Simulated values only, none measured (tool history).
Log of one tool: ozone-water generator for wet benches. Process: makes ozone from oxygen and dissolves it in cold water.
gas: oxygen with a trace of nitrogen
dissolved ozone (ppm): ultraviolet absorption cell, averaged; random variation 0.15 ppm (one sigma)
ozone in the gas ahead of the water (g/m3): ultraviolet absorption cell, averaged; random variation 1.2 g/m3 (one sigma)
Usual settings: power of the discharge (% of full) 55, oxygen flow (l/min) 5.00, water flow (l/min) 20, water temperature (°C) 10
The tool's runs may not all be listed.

run    hour  power of the discharge (% of full)  oxygen flow (l/min)  water flow (l/min)  water temperature (°C)  dissolved ozone (ppm)  ozone in the gas ahead of the water (g/m3)
  1     0.0                                  55                 5.00                  20                      10                   18.4                                       211.9
  2    57.6                                  55                 5.00                  20                      10                   18.8                                       213.6
      106.8  -- contactor cleaned
  3   138.3                                  55                 5.00                  20                      10                   18.6                                       213.8
  4   229.4                                  55                 5.00                  20                      10                   18.9                                       212.4
  5   310.7                                  55                 5.00                  20                      10                   18.6                                       212.3
  6   428.5                                  55                 5.00                  21                      10                   17.8                                       212.7
  7   547.8                                  65                 5.00                  20                      10                   20.6                                       233.9
  8   625.9                                  94                 5.00                  20                      10                   24.7                                       281.6
  9   748.1                                  94                 5.00                  20                      10                   24.3                                       283.5
 10   832.4                                  94                 5.00                  20                      10                   24.3                                       283.5
 11   886.0                                  55                 5.00                  20                      10                   18.5                                       214.3
 12   951.3                                  55                 5.00                  20                      10                   18.6                                       215.1
 13  1066.6                                  55                 5.00                  20                      13                   17.8                                       214.5
 14  1128.5                                  55                 8.40                  29                      10                   12.4                                       155.0
 15  1189.4                                  55                 8.40                  21                      10                   17.3                                       154.9
 16  1238.7                                  56                 8.90                  21                      10                   17.1                                       151.5
 17  1316.0                                  87                 5.00                  28                      10                   16.3                                       276.2
 18  1371.2                                  87                 5.00                  28                      10                   16.4                                       274.5
 19  1446.1                                  87                 5.00                  28                      10                   16.3                                       274.3
 20  1554.8                                  94                 5.53                  29                      10                   16.4                                       269.3
 21  1606.6                                  94                 5.53                  29                      10                   16.4                                       270.6
 22  1670.5                                  55                 5.00                  24                      10                   15.3                                       217.0
     1681.1  -- gauge calibrated
 23  1787.9                                  55                 5.00                  31                      10                   11.1                                       212.0
 24  1889.2                                  55                 7.58                  31                      10                   11.4                                       164.9
 25  2002.1                                  44                 7.99                  20                      10                   16.4                                       141.5
     2070.4  -- water thermometer calibrated
 26  2092.0                                  55                 5.00                  13                      10                   28.1                                       213.0

4 ways to go on from here, each from the tool as it stands after run 26. What would each give?
  A  2157.0                                  55                 5.00                  17                      10                      ?                                           ?
  B  2157.0                                  64                 3.13                  20                       7                      ?                                           ?
  C  2157.0                                  55                 4.64                  20                      10                      ?                                           ?
  D  2157.0                                  70                 2.83                  30                      10                      ?                                           ?

run  dissolved ozone (ppm)  ozone in the gas ahead of the water (g/m3)
  A                   22.1                                       210.6
  B                   20.2                                       309.1
  C                   18.6                                       222.6
  D                   12.3                                       343.4
Without the tool's hidden state the same runs would have given:
run  dissolved ozone (ppm)  ozone in the gas ahead of the water (g/m3)
  A                   22.2                                       209.5
  B                   20.2                                       307.6
  C                   18.7                                       221.5
  D                   12.3                                       341.7
